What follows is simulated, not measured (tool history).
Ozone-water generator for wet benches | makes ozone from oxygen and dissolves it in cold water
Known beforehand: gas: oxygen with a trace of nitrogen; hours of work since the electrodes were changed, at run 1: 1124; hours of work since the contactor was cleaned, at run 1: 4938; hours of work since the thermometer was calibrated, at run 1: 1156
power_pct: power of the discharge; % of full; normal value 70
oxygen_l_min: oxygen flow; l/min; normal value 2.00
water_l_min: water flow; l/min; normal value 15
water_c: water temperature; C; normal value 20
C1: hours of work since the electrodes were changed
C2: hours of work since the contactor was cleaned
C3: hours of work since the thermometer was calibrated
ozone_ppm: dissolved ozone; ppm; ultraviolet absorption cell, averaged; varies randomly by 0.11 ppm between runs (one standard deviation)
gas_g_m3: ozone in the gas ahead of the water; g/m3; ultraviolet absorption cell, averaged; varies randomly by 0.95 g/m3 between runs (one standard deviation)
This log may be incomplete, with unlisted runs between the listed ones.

run 1 hour=0.0 | power_pct=70 oxygen_l_min=2.00 water_l_min=15 water_c=20 | C1=1124 C2=4938 C3=1156 | ozone_ppm=8.5 gas_g_m3=157.0
run 2 hour=138.5 | power_pct=70 oxygen_l_min=2.00 water_l_min=15 water_c=20 | C1=1222 C2=5036 C3=1254 | ozone_ppm=8.4 gas_g_m3=156.9
run 3 hour=321.1 | power_pct=70 oxygen_l_min=2.00 water_l_min=15 water_c=20 | C1=1351 C2=5165 C3=1383 | ozone_ppm=8.2 gas_g_m3=156.4
-- hour=338.8 water thermometer calibrated
run 4 hour=410.4 | power_pct=70 oxygen_l_min=2.00 water_l_min=15 water_c=20 | C1=1414 C2=5228 C3=51 | ozone_ppm=8.2 gas_g_m3=156.6
run 5 hour=558.2 | power_pct=70 oxygen_l_min=2.00 water_l_min=15 water_c=20 | C1=1518 C2=5332 C3=155 | ozone_ppm=8.0 gas_g_m3=155.7
run 6 hour=648.8 | power_pct=70 oxygen_l_min=1.49 water_l_min=19 water_c=20 | C1=1582 C2=5396 C3=219 | ozone_ppm=5.6 gas_g_m3=170.3
run 7 hour=800.7 | power_pct=54 oxygen_l_min=2.96 water_l_min=19 water_c=22 | C1=1690 C2=5504 C3=327 | ozone_ppm=6.5 gas_g_m3=118.5
run 8 hour=1002.6 | power_pct=54 oxygen_l_min=1.04 water_l_min=19 water_c=22 | C1=1832 C2=5646 C3=469 | ozone_ppm=4.0 gas_g_m3=163.1
run 9 hour=1089.5 | power_pct=41 oxygen_l_min=1.10 water_l_min=15 water_c=20 | C1=1894 C2=5708 C3=531 | ozone_ppm=4.7 gas_g_m3=137.1

For run 10, what comes out?
-- hour=1244.8 water thermometer calibrated, once more
run 10 hour=1300.2 | power_pct=41 oxygen_l_min=1.10 water_l_min=15 water_c=20 | C1=2042 C2=5856 C3=39 | ozone_ppm=? gas_g_m3=?

ozone_ppm: 4.5 ppm
gas_g_m3: 136.4 g/m3
Without the tool's hidden state the same run would have given ozone_ppm 5.2 ppm, gas_g_m3 141.6 g/m3.
